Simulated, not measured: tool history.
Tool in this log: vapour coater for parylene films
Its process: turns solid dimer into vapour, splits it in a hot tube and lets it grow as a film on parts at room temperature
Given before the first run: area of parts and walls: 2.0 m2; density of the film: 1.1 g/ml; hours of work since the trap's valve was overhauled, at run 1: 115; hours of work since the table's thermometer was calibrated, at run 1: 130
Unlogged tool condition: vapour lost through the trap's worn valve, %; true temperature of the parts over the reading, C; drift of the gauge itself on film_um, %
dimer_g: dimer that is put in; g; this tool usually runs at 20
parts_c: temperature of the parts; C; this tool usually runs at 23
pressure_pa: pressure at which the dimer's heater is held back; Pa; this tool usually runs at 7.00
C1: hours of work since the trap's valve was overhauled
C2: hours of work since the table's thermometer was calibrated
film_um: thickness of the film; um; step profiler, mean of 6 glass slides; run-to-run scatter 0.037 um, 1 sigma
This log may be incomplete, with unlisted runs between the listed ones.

Run 1, day 0.000: usual settings; C1 115; C2 130. Result: film_um 5.11 um.
Run 2, day 0.325: usual settings; C1 119; C2 134. Result: film_um 5.08 um.
Run 3, day 0.592: usual settings but parts_c 21 C; C1 122; C2 138. Result: film_um 5.42 um.
Run 4, day 1.075: usual settings; C1 128; C2 143. Result: film_um 5.03 um.
Run 5, day 1.608: usual settings but parts_c 21 C; C1 135; C2 150. Result: film_um 5.37 um.
Run 6, day 2.038: usual settings; C1 140; C2 155. Result: film_um 4.95 um.
Run 7, day 2.321: usual settings but pressure_pa 2.71 Pa; C1 144; C2 159. Result: film_um 5.44 um.
Run 8, day 2.804: usual settings but pressure_pa 2.71 Pa; C1 149; C2 165. Result: film_um 5.43 um.
Run 9, day 3.146: usual settings but pressure_pa 2.71 Pa; C1 154; C2 169. Result: film_um 5.41 um.
Run 10, day 3.450: usual settings but pressure_pa 2.71 Pa; C1 157; C2 173. Result: film_um 5.39 um.
Run 11, day 4.092: usual settings but pressure_pa 2.71 Pa; C1 165; C2 180. Result: film_um 5.27 um.
Run 12, day 4.446: usual settings; C1 170; C2 185. Result: film_um 4.86 um.
Run 13, day 5.092: usual settings but pressure_pa 2.42 Pa; C1 177; C2 193. Result: film_um 5.36 um.
Run 14, day 5.388: usual settings but pressure_pa 2.42 Pa; C1 181; C2 196. Result: film_um 5.33 um.
Run 15, day 5.825: usual settings but pressure_pa 2.42 Pa; C1 186; C2 202. Result: film_um 5.31 um.
Run 16, day 6.246: usual settings but dimer_g 10 g; C1 192; C2 207. Result: film_um 2.38 um.
Run 17, day 6.512: usual settings but parts_c 15 C, pressure_pa 2.51 Pa; C1 195; C2 210. Result: film_um 7.01 um.
Run 18, day 7.138: usual settings but parts_c 17 C, pressure_pa 2.07 Pa; C1 203; C2 218. Result: film_um 6.59 um.
At day 7.921: trap's valve overhauled.
Run 19, day 7.946: usual settings but parts_c 17 C, pressure_pa 2.07 Pa; C1 0; C2 226. Result: film_um 7.65 um.
Run 20, day 8.233: usual settings but dimer_g 17 g, parts_c 17 C, pressure_pa 4.68 Pa; C1 4; C2 229. Result: film_um 5.98 um.
Run 21, day 8.571: usual settings but dimer_g 17 g, parts_c 17 C, pressure_pa 4.68 Pa; C1 8; C2 233. Result: film_um 5.96 um.
Run 22, day 9.046: usual settings but dimer_g 13 g, parts_c 25 C; C1 14; C2 239. Result: film_um 3.28 um.
Run 23, day 9.612: usual settings but dimer_g 12 g, parts_c 25 C, pressure_pa 6.03 Pa; C1 21; C2 246. Result: film_um 3.05 um.
Run 24, day 10.192: usual settings but dimer_g 12 g, parts_c 20 C, pressure_pa 5.43 Pa; C1 28; C2 253. Result: film_um 3.68 um.
Run 25, day 10.575: usual settings but dimer_g 12 g, parts_c 18 C; C1 32; C2 258. Result: film_um 3.79 um.
Run 26, day 11.075: usual settings but dimer_g 12 g, parts_c 18 C; C1 39; C2 264. Result: film_um 3.79 um.
Run 27, day 11.583: usual settings but dimer_g 24 g, parts_c 28 C, pressure_pa 6.53 Pa; C1 45; C2 270. Result: film_um 5.35 um.
Run 28, day 12.142: usual settings but dimer_g 24 g, parts_c 28 C, pressure_pa 6.53 Pa; C1 52; C2 277. Result: film_um 5.34 um.
Run 29, day 12.517: usual settings but dimer_g 24 g, parts_c 28 C, pressure_pa 4.05 Pa; C1 56; C2 282. Result: film_um 5.62 um.
Run 30, day 12.892: usual settings but dimer_g 27 g, parts_c 16 C, pressure_pa 5.46 Pa; C1 61; C2 286. Result: film_um 9.32 um.
Run 31, day 13.362: usual settings but dimer_g 27 g, parts_c 16 C, pressure_pa 5.46 Pa; C1 67; C2 292. Result: film_um 9.41 um.
Run 32, day 13.950: usual settings but dimer_g 11 g, parts_c 15 C, pressure_pa 7.83 Pa; C1 74; C2 299. Result: film_um 3.77 um.

Selected run-to-run steps in film_um, each split into two signed amounts: the part the tool would show with no hidden state at all (from settings, incoming material and random variation), and the remainder, which goes to the hidden state together with any gauge scatter not common to the measured and the hidden-state-free results:
Run 15 -> 16: dimer_g 20 -> 10, pressure_pa 2.42 -> 7.00. film_um -2.93 um: hidden state +0.41, all else -3.34.
Run 16 -> 17: dimer_g 10 -> 20, parts_c 23 -> 15, pressure_pa 7.00 -> 2.51. film_um +4.63 um: hidden state -0.70, all else +5.33.
Run 18 -> 19: trap's valve overhauled. film_um +1.06 um: hidden state +0.97, all else +0.09.
Run 29 -> 30: dimer_g 24 -> 27, parts_c 28 -> 16, pressure_pa 4.05 -> 5.46. film_um +3.70 um: hidden state -0.21, all else +3.91.
Run 31 -> 32: dimer_g 27 -> 11, parts_c 16 -> 15, pressure_pa 5.46 -> 7.83. film_um -5.64 um: hidden state +0.27, all else -5.91.
